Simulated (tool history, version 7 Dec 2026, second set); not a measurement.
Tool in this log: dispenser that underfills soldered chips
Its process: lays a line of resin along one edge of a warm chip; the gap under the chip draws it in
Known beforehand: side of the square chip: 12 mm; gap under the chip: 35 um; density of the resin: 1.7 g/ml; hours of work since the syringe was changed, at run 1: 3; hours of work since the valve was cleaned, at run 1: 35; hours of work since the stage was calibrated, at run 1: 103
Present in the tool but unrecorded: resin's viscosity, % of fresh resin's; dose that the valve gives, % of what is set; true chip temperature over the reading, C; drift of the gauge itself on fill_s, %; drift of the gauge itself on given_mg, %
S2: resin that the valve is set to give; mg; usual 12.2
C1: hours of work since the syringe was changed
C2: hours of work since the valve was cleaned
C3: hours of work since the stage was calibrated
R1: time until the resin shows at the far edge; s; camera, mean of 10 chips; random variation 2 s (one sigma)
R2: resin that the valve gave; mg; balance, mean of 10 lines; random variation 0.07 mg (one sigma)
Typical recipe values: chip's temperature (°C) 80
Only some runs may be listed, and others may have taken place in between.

run 1 hour=0 | chip's_temperature_(°C)=80 S2=12.2 | C1=3 C2=35 C3=103 | R1=236.6 R2=11.75
run 2 hour=4.8 | chip's_temperature_(°C)=80 S2=13.1 | C1=6 C2=38 C3=106 | R1=281.7 R2=12.53
run 3 hour=9.3 | chip's_temperature_(°C)=80 S2=13.1 | C1=9 C2=41 C3=109 | R1=332 R2=12.52
-- hour=11.6 new syringe of resin
run 4 hour=12.6 | chip's_temperature_(°C)=80 S2=15.7 | C1=1 C2=43 C3=111 | R1=193.2 R2=15.13
run 5 hour=16.7 | chip's_temperature_(°C)=80 S2=12.2 | C1=4 C2=46 C3=114 | R1=234.1 R2=11.74
run 6 hour=21.8 | chip's_temperature_(°C)=71 S2=12.2 | C1=7 C2=49 C3=118 | R1=416.3 R2=11.64
run 7 hour=25.7 | chip's_temperature_(°C)=71 S2=12.2 | C1=10 C2=52 C3=120 | R1=475.6 R2=11.57
-- hour=27.3 new syringe of resin
run 8 hour=31.4 | chip's_temperature_(°C)=80 S2=12.2 | C1=3 C2=56 C3=124 | R1=222.7 R2=11.63
run 9 hour=35.2 | chip's_temperature_(°C)=80 S2=12.2 | C1=5 C2=58 C3=127 | R1=264.2 R2=11.57
run 10 hour=39.4 | chip's_temperature_(°C)=80 S2=12.2 | C1=8 C2=61 C3=129 | R1=309.3 R2=11.57
run 11 hour=42.5 | chip's_temperature_(°C)=80 S2=12.2 | C1=10 C2=63 C3=132 | R1=350.4 R2=11.56
-- hour=43.3 new syringe of resin
run 12 hour=47.2 | chip's_temperature_(°C)=80 S2=14.8 | C1=3 C2=66 C3=135 | R1=214.2 R2=14.02
run 13 hour=52.6 | chip's_temperature_(°C)=80 S2=12.2 | C1=6 C2=70 C3=138 | R1=272.8 R2=11.44
run 14 hour=56.1 | chip's_temperature_(°C)=80 S2=12.2 | C1=9 C2=72 C3=141 | R1=313.8 R2=11.38
-- hour=59.1 new syringe of resin
run 15 hour=62.1 | chip's_temperature_(°C)=88 S2=12.2 | C1=2 C2=76 C3=145 | R1=161.5 R2=11.26
run 16 hour=66.9 | chip's_temperature_(°C)=72 S2=12.2 | C1=5 C2=79 C3=148 | R1=362.1 R2=11.24
run 17 hour=72.6 | chip's_temperature_(°C)=68 S2=12.2 | C1=9 C2=83 C3=152 | R1=541.6 R2=11.31
-- hour=74.2 dispensing valve cleaned and set on the balance
-- hour=76 new syringe of resin
run 18 hour=79.7 | chip's_temperature_(°C)=68 S2=12.2 | C1=3 C2=4 C3=156 | R1=352.7 R2=12.12
run 19 hour=82.9 | chip's_temperature_(°C)=68 S2=12.2 | C1=5 C2=6 C3=158 | R1=405.4 R2=12.05
run 20 hour=87.7 | chip's_temperature_(°C)=77 S2=14 | C1=8 C2=9 C3=161 | R1=327.9 R2=14.08
run 21 hour=90.2 | chip's_temperature_(°C)=77 S2=14 | C1=10 C2=11 C3=163 | R1=366.3 R2=13.83
-- hour=91.9 new syringe of resin
run 22 hour=93 | chip's_temperature_(°C)=67 S2=11.3 | C1=1 C2=12 C3=165 | R1=341.3 R2=11.13
run 23 hour=97.2 | chip's_temperature_(°C)=67 S2=11.3 | C1=4 C2=15 C3=167 | R1=405.9 R2=11.11
run 24 hour=100.3 | chip's_temperature_(°C)=80 S2=14 | C1=6 C2=17 C3=169 | R1=256.7 R2=13.69
run 25 hour=103.7 | chip's_temperature_(°C)=86 S2=12.2 | C1=8 C2=20 C3=172 | R1=243.4 R2=11.88
run 26 hour=106.8 | chip's_temperature_(°C)=86 S2=12.2 | C1=10 C2=22 C3=174 | R1=272.8 R2=12
-- hour=108 new syringe of resin
run 27 hour=110.6 | chip's_temperature_(°C)=80 S2=14.3 | C1=2 C2=24 C3=176 | R1=202.2 R2=14.07
run 28 hour=113 | chip's_temperature_(°C)=84 S2=11.9 | C1=3 C2=26 C3=178 | R1=199.6 R2=11.57
run 29 hour=116.7 | chip's_temperature_(°C)=80 S2=13.2 | C1=6 C2=28 C3=180 | R1=264.7 R2=12.93
run 30 hour=121.3 | chip's_temperature_(°C)=91 S2=15.5 | C1=9 C2=32 C3=184 | R1=199.7 R2=15
-- hour=123.7 new syringe of resin
run 31 hour=127 | chip's_temperature_(°C)=70 S2=13 | C1=2 C2=35 C3=187 | R1=318.4 R2=12.6
run 32 hour=131.4 | chip's_temperature_(°C)=70 S2=13 | C1=5 C2=38 C3=190 | R1=378.1 R2=12.63
run 33 hour=135.2 | chip's_temperature_(°C)=70 S2=13 | C1=8 C2=41 C3=193 | R1=439.7 R2=12.51
-- hour=139.6 new syringe of resin
run 34 hour=140.7 | chip's_temperature_(°C)=70 S2=12.2 | C1=1 C2=44 C3=196 | R1=297.3 R2=11.86
run 35 hour=145 | chip's_temperature_(°C)=87 S2=13.9 | C1=4 C2=47 C3=199 | R1=173.8 R2=13.18

Branching from run 35: 5 alternative next runs. What would each branch give?
run A hour=150.6 | chip's_temperature_(°C)=80 S2=10.8 | C1=7 C2=51 C3=203 | R1=? R2=?
run B hour=150.6 | chip's_temperature_(°C)=83 S2=10.7 | C1=7 C2=51 C3=203 | R1=? R2=?
run C hour=150.6 | chip's_temperature_(°C)=88 S2=11.8 | C1=7 C2=51 C3=203 | R1=? R2=?
run D hour=150.6 | chip's_temperature_(°C)=66 S2=11.2 | C1=7 C2=51 C3=203 | R1=? R2=?
run E hour=150.6 | chip's_temperature_(°C)=73 S2=15.6 | C1=7 C2=51 C3=203 | R1=? R2=?

run=A R1=303.6 R2=10.13
run=B R1=270.2 R2=10.11
run=C R1=217.5 R2=11.23
run=D R1=526.1 R2=10.73
run=E R1=369.3 R2=14.81
Take away the tool's hidden state, keep each run's random variation, and the runs would have read:
run=A R1=203.5 R2=10.65
run=B R1=181 R2=10.63
run=C R1=146.2 R2=11.8
run=D R1=355.6 R2=11.27
run=E R1=252.1 R2=15.55
